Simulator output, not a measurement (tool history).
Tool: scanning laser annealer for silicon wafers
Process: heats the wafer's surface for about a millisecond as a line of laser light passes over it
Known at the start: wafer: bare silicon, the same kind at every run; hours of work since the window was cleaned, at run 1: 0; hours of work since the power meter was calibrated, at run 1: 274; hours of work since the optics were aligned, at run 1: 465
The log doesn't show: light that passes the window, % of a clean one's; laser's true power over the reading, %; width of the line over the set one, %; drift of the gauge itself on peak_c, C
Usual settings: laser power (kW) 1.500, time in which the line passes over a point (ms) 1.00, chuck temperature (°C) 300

run	hour	laser power (kW)	time in which the line passes over a point (ms)	chuck temperature (°C)	hours of work since the window was cleaned	hours of work since the power meter was calibrated	hours of work since the optics were aligned	highest temperature of the surface (°C)
1	0.0	1.500	1.00	300	0	274	465	1115
2	58.3	1.500	1.00	300	42	316	507	1109
3	102.7	1.500	1.00	300	74	348	539	1106
4	163.6	1.500	1.00	300	118	392	583	1102
5	232.3	1.500	1.00	300	168	441	632	1098
6	272.3	1.500	1.00	300	197	470	661	1093
7	330.0	1.500	1.00	300	238	512	703	1090
8	392.4	1.500	1.00	300	283	557	748	1089
9	456.6	1.500	1.00	315	330	603	794	1095
10	504.2	1.609	1.00	300	364	638	829	1136
11	555.8	1.609	1.00	300	401	675	866	1132
12	628.4	1.609	1.00	300	454	727	918	1126
# hour 665.2: window over the wafer cleaned
13	670.9	1.609	0.89	300	4	757	947	1120
14	724.9	1.609	0.89	300	43	796	986	1113
15	777.8	1.500	0.79	300	81	834	1025	1016
16	809.3	1.500	1.00	300	104	857	1047	1096
17	866.3	1.500	1.00	300	145	898	1089	1092
# hour 918.6: optics aligned, line set to its width
18	935.9	1.500	1.00	300	192	944	12	1103
19	971.1	1.500	1.00	300	217	970	38	1102
20	1039.0	1.500	1.00	300	266	1019	87	1090
21	1084.5	1.500	1.00	300	299	1052	120	1088
22	1151.2	1.313	0.73	273	347	1100	168	867
23	1218.8	1.369	1.16	327	396	1149	217	1089
# hour 1225.9: laser's power meter calibrated
24	1274.8	1.369	1.16	327	434	35	255	1076
25	1312.1	1.552	1.16	329	461	62	282	1177
# hour 1335.1: window over the wafer cleaned
26	1370.8	1.552	1.16	329	26	103	323	1214
27	1430.5	1.552	1.16	329	69	146	366	1211
28	1479.2	1.377	0.84	323	104	181	401	994
29	1513.1	1.512	0.92	272	129	206	426	1043
30	1555.1	1.406	1.00	324	159	236	456	1064
# hour 1568.8: laser's power meter calibrated, once more
31	1622.4	1.406	1.00	324	205	39	502	1070
32	1674.0	1.621	1.04	337	242	76	540	1211
33	1745.7	1.621	1.04	337	294	128	591	1207
34	1803.3	1.621	1.04	337	336	169	633	1200
35	1869.9	1.523	1.00	333	384	217	681	1124
36	1927.5	1.500	1.15	300	425	259	723	1124
37	1986.7	1.500	1.00	288	468	302	765	1057
# hour 2002.3: window over the wafer cleaned
38	2019.1	1.500	1.00	288	12	324	787	1097
39	2083.7	1.485	1.00	305	59	370	834	1103
40	2123.4	1.485	1.00	305	87	399	863	1094

Some steps in highest temperature of the surface (°C) between neighbouring runs. How much of each would the tool show without its hidden state too (settings, what came in, random variation), and how much is left for the hidden state, with any gauge scatter that isn't in both results?
Run 12 -> 13: time in which the line passes over a point (ms) 1.00 -> 0.89, window over the wafer cleaned. highest temperature of the surface (°C) -6: hidden state +38, all else -44.
Run 21 -> 22: laser power (kW) 1.500 -> 1.313, time in which the line passes over a point (ms) 1.00 -> 0.73, chuck temperature (°C) 300 -> 273. highest temperature of the surface (°C) -221: hidden state +5, all else -226.
Run 22 -> 23: laser power (kW) 1.313 -> 1.369, time in which the line passes over a point (ms) 0.73 -> 1.16, chuck temperature (°C) 273 -> 327. highest temperature of the surface (°C) +222: hidden state -13, all else +235.
Run 25 -> 26: window over the wafer cleaned. highest temperature of the surface (°C) +37: hidden state +34, all else +3.
Run 27 -> 28: laser power (kW) 1.552 -> 1.377, time in which the line passes over a point (ms) 1.16 -> 0.84, chuck temperature (°C) 329 -> 323. highest temperature of the surface (°C) -217: hidden state +5, all else -222.
Run 37 -> 38: window over the wafer cleaned. highest temperature of the surface (°C) +40: hidden state +37, all else +3.
